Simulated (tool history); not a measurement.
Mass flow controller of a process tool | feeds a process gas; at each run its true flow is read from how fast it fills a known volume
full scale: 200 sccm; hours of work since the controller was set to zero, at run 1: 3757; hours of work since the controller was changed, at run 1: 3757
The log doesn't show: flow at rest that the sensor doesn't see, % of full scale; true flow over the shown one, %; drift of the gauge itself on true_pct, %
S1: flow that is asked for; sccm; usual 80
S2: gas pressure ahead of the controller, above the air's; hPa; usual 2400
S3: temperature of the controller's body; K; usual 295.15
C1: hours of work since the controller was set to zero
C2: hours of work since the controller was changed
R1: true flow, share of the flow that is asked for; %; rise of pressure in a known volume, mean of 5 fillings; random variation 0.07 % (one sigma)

| run | hour | S1 | S2 | S3 | C1 | C2 | R1 |
|---|---|---|---|---|---|---|---|
| 1 | 0.0 | 80 | 2400 | 295.15 | 3757 | 3757 | 95.22 |
| 2 | 129.0 | 80 | 2400 | 311.15 | 3801 | 3801 | 94.01 |
| 3 | 331.8 | 80 | 2400 | 311.15 | 3870 | 3870 | 93.85 |
| 4 | 489.8 | 80 | 2400 | 311.15 | 3924 | 3924 | 93.95 |
| 5 | 589.6 | 80 | 2400 | 311.15 | 3959 | 3959 | 93.83 |
| 6 | 720.3 | 80 | 2400 | 311.15 | 4004 | 4004 | 93.80 |
| 7 | 903.3 | 80 | 1960 | 295.15 | 4066 | 4066 | 94.97 |
| 8 | 1029.9 | 80 | 1960 | 295.15 | 4110 | 4110 | 94.67 |
| 9 | 1140.7 | 80 | 1960 | 295.15 | 4148 | 4148 | 94.79 |
| 10 | 1310.3 | 80 | 1960 | 295.15 | 4206 | 4206 | 94.64 |
| 11 | 1459.9 | 80 | 1960 | 295.15 | 4257 | 4257 | 94.43 |
| 12 | 1618.3 | 80 | 1960 | 295.15 | 4311 | 4311 | 94.62 |
| 13 | 1784.7 | 80 | 2400 | 295.15 | 4369 | 4369 | 94.69 |
| 14 | 1970.8 | 80 | 1500 | 295.15 | 4432 | 4432 | 94.15 |
| 15 | 2086.9 | 80 | 1500 | 295.15 | 4472 | 4472 | 94.16 |
| 16 | 2187.0 | 80 | 1500 | 295.15 | 4506 | 4506 | 94.21 |
| 17 | 2376.1 | 80 | 2400 | 295.15 | 4571 | 4571 | 94.52 |
| 18 | 2557.6 | 80 | 2400 | 295.15 | 4634 | 4634 | 94.54 |
| 19 | 2739.1 | 80 | 1950 | 295.15 | 4696 | 4696 | 94.12 |
| 20 | 2900.1 | 80 | 1950 | 295.15 | 4751 | 4751 | 94.08 |
| 21 | 3012.3 | 80 | 1950 | 295.15 | 4789 | 4789 | 94.02 |
| 22 | 3186.0 | 32 | 1730 | 299.15 | 4849 | 4849 | 89.61 |
| 23 | 3337.0 | 32 | 2030 | 299.15 | 4901 | 4901 | 89.62 |
| 24 | 3455.4 | 84 | 2400 | 295.15 | 4941 | 4941 | 94.39 |
|  | 3474.6 | controller's zero set anew |
| 25 | 3573.0 | 59 | 1440 | 310.15 | 34 | 4982 | 89.76 |
| 26 | 3687.6 | 32 | 2400 | 295.15 | 73 | 5021 | 86.81 |
| 27 | 3864.8 | 80 | 2400 | 298.15 | 134 | 5082 | 92.61 |
| 28 | 4041.0 | 80 | 1450 | 295.15 | 194 | 5142 | 92.43 |
| 29 | 4123.0 | 50 | 1650 | 295.15 | 222 | 5170 | 89.99 |
| 30 | 4299.1 | 28 | 2340 | 295.15 | 283 | 5231 | 85.12 |
| 31 | 4388.5 | 28 | 2340 | 299.15 | 313 | 5261 | 84.74 |
|  | 4498.9 | controller's zero set anew, once more |
| 32 | 4552.1 | 28 | 2340 | 299.15 | 18 | 5317 | 95.56 |
| 33 | 4722.8 | 92 | 2400 | 295.15 | 77 | 5376 | 96.31 |
| 34 | 4912.5 | 55 | 2330 | 296.15 | 142 | 5441 | 95.85 |
| 35 | 5093.9 | 55 | 2330 | 296.15 | 204 | 5503 | 95.78 |
| 36 | 5195.2 | 37 | 2400 | 308.15 | 239 | 5538 | 94.64 |
| 37 | 5355.9 | 45 | 2400 | 303.15 | 294 | 5593 | 94.93 |
| 38 | 5498.7 | 144 | 1440 | 295.15 | 343 | 5642 | 96.25 |
| 39 | 5639.7 | 40 | 1440 | 308.15 | 391 | 5690 | 93.86 |
| 40 | 5788.0 | 25 | 2400 | 294.15 | 442 | 5741 | 95.11 |

Measured less the same run without the tool's hidden state. The same run-to-run variation is in both; the gauge's scatter may not be:
| run | R1 |
|---|---|
| 1 | -3.98 |
| 2 | -4.02 |
| 3 | -4.08 |
| 4 | -4.14 |
| 5 | -4.17 |
| 6 | -4.22 |
| 7 | -4.29 |
| 8 | -4.32 |
| 9 | -4.36 |
| 10 | -4.43 |
| 11 | -4.47 |
| 12 | -4.52 |
| 13 | -4.58 |
| 14 | -4.64 |
| 15 | -4.68 |
| 16 | -4.72 |
| 17 | -4.78 |
| 18 | -4.84 |
| 19 | -4.89 |
| 20 | -4.94 |
| 21 | -4.99 |
| 22 | -8.60 |
| 23 | -8.69 |
| 24 | -5.02 |
| 25 | -7.67 |
| 26 | -11.89 |
| 27 | -6.47 |
| 28 | -6.53 |
| 29 | -8.81 |
| 30 | -13.59 |
| 31 | -13.65 |
| 32 | -2.94 |
| 33 | -2.97 |
| 34 | -3.07 |
| 35 | -3.15 |
| 36 | -3.28 |
| 37 | -3.31 |
| 38 | -3.17 |
| 39 | -3.49 |
| 40 | -3.83 |

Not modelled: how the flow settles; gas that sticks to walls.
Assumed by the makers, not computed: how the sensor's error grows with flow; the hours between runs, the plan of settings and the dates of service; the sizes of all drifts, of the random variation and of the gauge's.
